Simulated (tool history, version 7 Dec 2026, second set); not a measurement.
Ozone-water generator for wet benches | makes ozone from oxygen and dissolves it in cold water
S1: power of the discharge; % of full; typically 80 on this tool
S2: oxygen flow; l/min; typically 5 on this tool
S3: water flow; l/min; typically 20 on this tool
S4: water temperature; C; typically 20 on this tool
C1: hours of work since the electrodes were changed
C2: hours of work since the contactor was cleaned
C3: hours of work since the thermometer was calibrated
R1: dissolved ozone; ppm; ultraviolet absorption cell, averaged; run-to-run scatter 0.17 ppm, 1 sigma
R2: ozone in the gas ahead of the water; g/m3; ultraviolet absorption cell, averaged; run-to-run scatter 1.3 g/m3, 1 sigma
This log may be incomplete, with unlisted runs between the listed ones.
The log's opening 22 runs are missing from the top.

run	hour	S1	S2	S3	S4	C1	C2	C3	R1	R2
23	1670.6	80	2.75	13	23	2298	494	2904	27.3	304.8
24	1771	80	2.75	13	23	2378	574	2984	27.2	302.9
25	1840	49	5	26	20	2433	629	3039	13.1	177.7
26	1884.5	49	3.62	26	20	2468	664	3074	11.9	200.7
27	1947.4	75	4.78	14	20	2518	714	3124	27.8	237.9
28	2053.3	92	5	20	15	2602	798	3208	26.3	268.5
29	2133.1	92	5	20	15	2665	861	3271	26.3	269.1
30	2225.5	92	5	20	15	2739	935	3345	26.2	267.2
31	2285	55	5	20	15	2786	982	3392	19	193.3
32	2353	55	5	20	15	2840	1036	3446	18.9	190.9
# hour 2425.8: gauge calibrated
33	2458.4	46	2.93	16	26	2924	1120	3530	15.6	204.1
34	2567.4	46	2.93	16	26	3010	1206	3616	15.9	203.8

Predict each of these 3 candidate next runs independently; none follows another, all start after run 34:
A	2646.2	46	2.93	16	13	3073	1269	3679	?	?
B	2646.2	46	8.96	20	16	3073	1269	3679	?	?
C	2646.2	69	3.78	19	26	3073	1269	3679	?	?

run	R1	R2
A	18.4	203.9
B	18	133.1
C	18.6	238.8
The same runs, with their run-to-run variation unchanged, on a tool lacking any hidden condition would have given:
run	R1	R2
A	18.4	203.5
B	18	132.8
C	18.6	238.5

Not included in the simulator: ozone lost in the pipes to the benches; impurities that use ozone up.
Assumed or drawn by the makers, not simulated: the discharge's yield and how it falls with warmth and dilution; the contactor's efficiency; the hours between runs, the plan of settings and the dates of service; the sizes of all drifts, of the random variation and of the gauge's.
